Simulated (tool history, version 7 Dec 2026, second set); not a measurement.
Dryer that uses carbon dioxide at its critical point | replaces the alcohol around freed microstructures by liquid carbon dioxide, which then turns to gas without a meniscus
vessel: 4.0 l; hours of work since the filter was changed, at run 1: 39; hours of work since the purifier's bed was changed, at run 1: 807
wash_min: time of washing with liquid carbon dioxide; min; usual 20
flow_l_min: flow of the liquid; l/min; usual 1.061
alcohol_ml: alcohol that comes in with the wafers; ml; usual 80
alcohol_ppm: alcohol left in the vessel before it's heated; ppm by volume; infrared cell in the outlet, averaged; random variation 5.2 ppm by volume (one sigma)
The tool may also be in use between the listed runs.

run   hour  wash_min  flow_l_min  alcohol_ml  hours of work since the filter was changed  hours of work since the purifier's bed was changed  alcohol_ppm
  1    0.0        20       1.061          80                                          39                                                 807          142
  2   15.6        20       1.061          80                                          51                                                 819          147
  3   39.6        30       1.061          80                                          70                                                 838           32
  4   53.6        20       1.620          80                                          81                                                 849           40
  5   65.0        20       1.620          80                                          90                                                 858           33
  6   77.2        20       1.620          80                                          99                                                 867           35
  7   93.6        20       1.620          80                                         112                                                 880           40
  8  115.1        27       0.920          44                                         128                                                 896           56
  9  135.7        27       1.070          24                                         144                                                 912           31
 10  148.3        24       0.760          24                                         154                                                 922          125
 11  160.1        16       1.061          78                                         163                                                 931          427
 12  171.3        16       1.061          78                                         172                                                 940          442

Forecast each of these 4 alternatives for the next run:
  A  196.4        16       1.061         102                                         191                                                 959            ?
  B  196.4        20       1.061          81                                         191                                                 959            ?
  C  196.4        18       1.061          80                                         191                                                 959            ?
  D  196.4        30       0.980          61                                         191                                                 959            ?

run  alcohol_ppm
  A          564
  B          193
  C          293
  D           47
Without the tool's hidden state the same runs would have given:
run  alcohol_ppm
  A          375
  B          108
  C          180
  D           12
